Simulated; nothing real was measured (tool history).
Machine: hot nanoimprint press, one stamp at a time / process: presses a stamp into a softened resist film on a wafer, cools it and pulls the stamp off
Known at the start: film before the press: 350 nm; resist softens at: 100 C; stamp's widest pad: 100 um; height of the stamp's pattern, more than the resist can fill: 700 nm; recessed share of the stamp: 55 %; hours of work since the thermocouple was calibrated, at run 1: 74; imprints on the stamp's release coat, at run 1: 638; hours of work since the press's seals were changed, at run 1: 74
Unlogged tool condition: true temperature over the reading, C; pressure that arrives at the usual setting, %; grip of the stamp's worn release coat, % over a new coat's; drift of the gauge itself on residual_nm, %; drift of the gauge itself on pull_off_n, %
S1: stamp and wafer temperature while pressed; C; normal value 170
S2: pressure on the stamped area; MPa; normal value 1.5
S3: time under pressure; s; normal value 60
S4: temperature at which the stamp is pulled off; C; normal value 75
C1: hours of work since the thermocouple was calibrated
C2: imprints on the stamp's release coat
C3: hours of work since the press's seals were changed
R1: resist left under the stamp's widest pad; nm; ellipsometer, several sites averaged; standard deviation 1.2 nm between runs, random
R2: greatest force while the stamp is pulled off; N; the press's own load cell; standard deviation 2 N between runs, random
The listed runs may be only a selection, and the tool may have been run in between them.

Run 1, hour 0: usual settings; C1 74; C2 638; C3 74. Result: R1 180.6 nm, R2 216 N.
Run 2, hour 24.8: usual settings but S1 174 C; C1 90; C2 717; C3 90. Result: R1 145.5 nm, R2 218 N.
Run 3, hour 81: usual settings but S1 174 C; C1 127; C2 895; C3 127. Result: R1 148.5 nm, R2 226 N.
Run 4, hour 129.7: usual settings; C1 159; C2 1049; C3 159. Result: R1 186 nm, R2 227 N.
Run 5, hour 153.7: usual settings but S4 66 C; C1 175; C2 1125; C3 175. Result: R1 184.7 nm, R2 286 N.
At hour 162.2: stamp cleaned and given a new release coat.
Run 6, hour 199.4: usual settings but S2 1.24 MPa, S4 66 C; C1 201; C2 117; C3 201. Result: R1 202.2 nm, R2 264 N.
Run 7, hour 250.7: usual settings but S2 1.24 MPa, S4 66 C; C1 234; C2 280; C3 234. Result: R1 204.6 nm, R2 265 N.
Run 8, hour 301.9: usual settings but S2 1.24 MPa, S4 67 C; C1 268; C2 442; C3 268. Result: R1 205.7 nm, R2 268 N.
At hour 347.9: plate thermocouple calibrated.
Run 9, hour 354.8: usual settings; C1 5; C2 600; C3 301. Result: R1 174.8 nm, R2 209 N.
Run 10, hour 380.7: usual settings; C1 22; C2 682; C3 318. Result: R1 175.4 nm, R2 216 N.
Run 11, hour 408.2: usual settings; C1 40; C2 769; C3 336. Result: R1 176.4 nm, R2 216 N.
Run 12, hour 460.9: usual settings but S3 54 s; C1 74; C2 936; C3 371. Result: R1 185.4 nm, R2 221 N.
Run 13, hour 484.2: usual settings but S3 54 s; C1 90; C2 1010; C3 386. Result: R1 184.5 nm, R2 226 N.
Run 14, hour 514.6: usual settings but S2 2.19 MPa; C1 110; C2 1106; C3 406. Result: R1 154.8 nm, R2 224 N.
At hour 529.5: stamp cleaned and given a new release coat.
Run 15, hour 551.7: usual settings but S2 2.19 MPa; C1 130; C2 71; C3 426. Result: R1 155.7 nm, R2 203 N.
Run 16, hour 582.8: usual settings but S1 182 C, S2 2.19 MPa, S3 84 s; C1 150; C2 169; C3 447. Result: R1 69.2 nm, R2 207 N.
Run 17, hour 610: usual settings but S1 168 C, S2 1.49 MPa, S3 49 s, S4 77 C; C1 168; C2 255; C3 465. Result: R1 214.4 nm, R2 196 N.
Run 18, hour 644.8: usual settings but S1 176 C, S2 1.07 MPa, S4 65 C; C1 191; C2 366; C3 488. Result: R1 157.3 nm, R2 270 N.
Run 19, hour 699.9: usual settings but S1 174 C, S2 1.11 MPa; C1 227; C2 540; C3 524. Result: R1 172.5 nm, R2 216 N.
Run 20, hour 723.5: usual settings but S1 172 C, S3 94 s, S4 72 C; C1 243; C2 615; C3 539. Result: R1 142.3 nm, R2 238 N.
Run 21, hour 750.5: usual settings but S1 174 C, S3 64 s, S4 81 C; C1 261; C2 700; C3 557. Result: R1 149 nm, R2 181 N.
At hour 808.3: plate thermocouple calibrated.
Run 22, hour 808.8: usual settings but S1 165 C, S2 1.13 MPa; C1 0; C2 875; C3 593. Result: R1 246.1 nm, R2 219 N.
Run 23, hour 844.9: usual settings but S1 181 C, S2 0.94 MPa; C1 24; C2 990; C3 617. Result: R1 126.5 nm, R2 220 N.
Run 24, hour 887.7: usual settings but S2 2.12 MPa, S3 96 s; C1 52; C2 1125; C3 645. Result: R1 131.6 nm, R2 221 N.
At hour 896.1: stamp cleaned and given a new release coat.
Run 25, hour 949.6: usual settings but S2 1.32 MPa, S3 96 s; C1 89; C2 169; C3 682. Result: R1 164.1 nm, R2 206 N.
Run 26, hour 994.3: usual settings but S1 160 C, S2 0.9 MPa, S4 66 C; C1 118; C2 311; C3 711. Result: R1 306.1 nm, R2 263 N.
Run 27, hour 1030.8: usual settings but S3 91 s; C1 142; C2 426; C3 735. Result: R1 160.6 nm, R2 213 N.
Run 28, hour 1068.9: usual settings but S1 181 C, S2 1.73 MPa, S3 54 s, S4 71 C; C1 167; C2 547; C3 760. Result: R1 102.8 nm, R2 238 N.
Run 29, hour 1099.1: usual settings but S1 181 C, S2 1.73 MPa, S3 54 s, S4 71 C; C1 187; C2 643; C3 780. Result: R1 103.6 nm, R2 242 N.

Here are 5 independent what-if runs from the current tool condition. What would each one return?
Run A, hour 1141.3: usual settings but S1 181 C, S3 31 s, S4 71 C; C1 215; C2 776; C3 808. Result: R1 ?, R2 ?.
Run B, hour 1141.3: usual settings but S2 1.73 MPa, S3 40 s, S4 71 C; C1 215; C2 776; C3 808. Result: R1 ?, R2 ?.
Run C, hour 1141.3: usual settings but S3 80 s; C1 215; C2 776; C3 808. Result: R1 ?, R2 ?.
Run D, hour 1141.3: usual settings but S2 1.27 MPa, S4 60 C; C1 215; C2 776; C3 808. Result: R1 ?, R2 ?.
Run E, hour 1141.3: usual settings but S3 47 s; C1 215; C2 776; C3 808. Result: R1 ?, R2 ?.

run     R1   R2
  A    140  246
  B  207.1  247
  C  171.8  221
  D  202.6  319
  E  206.9  226
With no hidden state in the tool, these same runs would have given:
run     R1   R2
  A  127.7  222
  B  189.8  223
  C  156.4  199
  D  187.2  289
  E  190.5  203
